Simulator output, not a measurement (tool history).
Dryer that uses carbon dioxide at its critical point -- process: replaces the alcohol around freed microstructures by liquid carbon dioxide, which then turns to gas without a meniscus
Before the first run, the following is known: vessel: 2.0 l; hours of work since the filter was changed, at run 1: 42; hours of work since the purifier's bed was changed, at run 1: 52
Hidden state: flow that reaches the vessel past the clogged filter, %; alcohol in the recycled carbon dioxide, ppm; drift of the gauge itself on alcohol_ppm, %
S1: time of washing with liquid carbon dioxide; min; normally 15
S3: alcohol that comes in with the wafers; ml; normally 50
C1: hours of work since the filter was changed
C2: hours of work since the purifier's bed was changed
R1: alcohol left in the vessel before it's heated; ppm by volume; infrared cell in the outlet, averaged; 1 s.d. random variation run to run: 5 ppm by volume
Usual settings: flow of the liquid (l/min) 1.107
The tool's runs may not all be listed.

run 1 hour=0 | S1=15 flow_of_the_liquid_(l/min)=1.107 S3=50 | C1=42 C2=52 | R1=23
run 2 hour=7.5 | S1=15 flow_of_the_liquid_(l/min)=1.107 S3=50 | C1=46 C2=56 | R1=23
run 3 hour=15.8 | S1=15 flow_of_the_liquid_(l/min)=1.107 S3=50 | C1=50 C2=60 | R1=27
run 4 hour=21.9 | S1=15 flow_of_the_liquid_(l/min)=1.6 S3=50 | C1=53 C2=63 | R1=21
run 5 hour=29.1 | S1=15 flow_of_the_liquid_(l/min)=1.6 S3=50 | C1=56 C2=66 | R1=12
run 6 hour=38.4 | S1=15 flow_of_the_liquid_(l/min)=1.107 S3=50 | C1=61 C2=71 | R1=24
run 7 hour=52.4 | S1=15 flow_of_the_liquid_(l/min)=1.107 S3=66 | C1=67 C2=77 | R1=36
run 8 hour=65.1 | S1=15 flow_of_the_liquid_(l/min)=1.107 S3=66 | C1=73 C2=83 | R1=28
run 9 hour=71.2 | S1=11 flow_of_the_liquid_(l/min)=1.5 S3=42 | C1=76 C2=86 | R1=19
run 10 hour=83 | S1=21 flow_of_the_liquid_(l/min)=1.72 S3=50 | C1=82 C2=92 | R1=15
run 11 hour=89.8 | S1=10 flow_of_the_liquid_(l/min)=1.06 S3=82 | C1=85 C2=95 | R1=373
run 12 hour=96.7 | S1=15 flow_of_the_liquid_(l/min)=1.107 S3=35 | C1=88 C2=98 | R1=25
run 13 hour=105.2 | S1=11 flow_of_the_liquid_(l/min)=0.79 S3=95 | C1=93 C2=102 | R1=1047
run 14 hour=112.4 | S1=15 flow_of_the_liquid_(l/min)=1.48 S3=50 | C1=96 C2=106 | R1=25
run 15 hour=118.2 | S1=15 flow_of_the_liquid_(l/min)=1.22 S3=52 | C1=99 C2=109 | R1=36

Branching from run 15: 4 alternative next runs. What would each branch give?
run A hour=127.8 | S1=22 flow_of_the_liquid_(l/min)=0.83 S3=41 | C1=103 C2=113 | R1=?
run B hour=127.8 | S1=17 flow_of_the_liquid_(l/min)=0.84 S3=63 | C1=103 C2=113 | R1=?
run C hour=127.8 | S1=10 flow_of_the_liquid_(l/min)=1.107 S3=50 | C1=103 C2=113 | R1=?
run D hour=127.8 | S1=15 flow_of_the_liquid_(l/min)=1.06 S3=52 | C1=103 C2=113 | R1=?

run=A R1=27
run=B R1=79
run=C R1=206
run=D R1=38
Without the tool's hidden state the same runs would have given:
run=A R1=9
run=B R1=43
run=C R1=139
run=D R1=15
